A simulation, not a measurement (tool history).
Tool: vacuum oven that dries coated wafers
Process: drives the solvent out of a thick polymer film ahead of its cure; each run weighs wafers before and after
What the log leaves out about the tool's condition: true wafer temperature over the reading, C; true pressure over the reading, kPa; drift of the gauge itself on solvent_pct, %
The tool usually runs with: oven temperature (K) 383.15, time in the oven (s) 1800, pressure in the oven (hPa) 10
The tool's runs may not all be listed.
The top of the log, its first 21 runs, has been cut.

run    hour  oven temperature (K)  time in the oven (s)  pressure in the oven (hPa)  hours of work since the thermocouples were calibrated  hours of work since the vacuum gauge was cleaned of residue  solvent left in the film (%)
 22   470.8                395.15                  1800                          10                                                    668                                                          874                          1.11
 23   502.7                395.15                  1800                          10                                                    687                                                          894                          1.16
 24   530.2                383.15                  1740                          10                                                    704                                                          910                          2.62
 25   549.4                388.15                  1800                         8.6                                                    716                                                          922                          1.78
 26   566.4                369.15                  1080                          10                                                    726                                                          933                          6.98
 27   591.4                376.15                   900                        19.1                                                    742                                                          948                          6.85
 28   617.3                391.15                  1140                          10                                                    758                                                          964                          3.09
 29     635                379.15                  1020                          10                                                    769                                                          975                          5.57
 30   665.2                379.15                  1320                          10                                                    787                                                          993                           4.4
 31   691.8                379.15                  1320                          10                                                    803                                                         1010                          4.38
 32   712.8                379.15                   960                          10                                                    816                                                         1023                           5.8
 33   744.3                390.15                  3120                          10                                                    836                                                         1042                          0.57
 34   777.7                383.15                  2820                         8.4                                                    856                                                         1063                           1.1
 35   800.1                393.15                  1080                        31.6                                                    870                                                         1076                          3.57
 36   832.4                382.15                  1200                          19                                                    890                                                         1096                          4.58
 37   861.3                383.15                  1620                          10                                                    908                                                         1114                          2.86
 38   883.2                383.15                  1320                        13.5                                                    921                                                         1127                          3.83
 39   906.6                383.15                  1320                        13.5                                                    935                                                         1142                          3.84
 40   932.4                369.15                  1920                         8.9                                                    951                                                         1158                          4.45
 41   953.9                369.15                  1920                         8.9                                                    964                                                         1171                          4.42
 42   988.8                383.15                  2580                        19.9                                                    986                                                         1192                          1.75
 43  1010.2                372.15                  2580                        10.9                                                    999                                                         1205                          2.82
 44  1025.4                375.15                  1440                          10                                                   1008                                                         1215                          4.69
 45  1055.2                381.15                  1920                         5.6                                                   1027                                                         1233                          2.36
 46  1070.7                382.15                  1080                        35.8                                                   1036                                                         1243                          5.63

4 ways to go on from here, each from the tool as it stands after run 46. What would each give?
       1097  -- oven's thermocouples calibrated
  A  1099.6                390.15                  1080                        27.7                                                      2                                                         1259                             ?
       1097  -- oven's thermocouples calibrated
  B  1099.6                383.15                  3240                         8.8                                                      2                                                         1259                             ?
       1097  -- oven's thermocouples calibrated
  C  1099.6                385.15                  1080                        32.1                                                      2                                                         1259                             ?
       1097  -- oven's thermocouples calibrated
  D  1099.6                395.15                  1200                        37.6                                                      2                                                         1259                             ?

run  solvent left in the film (%)
  A                          3.96
  B                          0.87
  C                          4.93
  D                          3.04
The same runs, with their run-to-run variation unchanged, on a tool lacking any hidden condition would have given:
run  solvent left in the film (%)
  A                          3.95
  B                          0.86
  C                          4.93
  D                          3.04
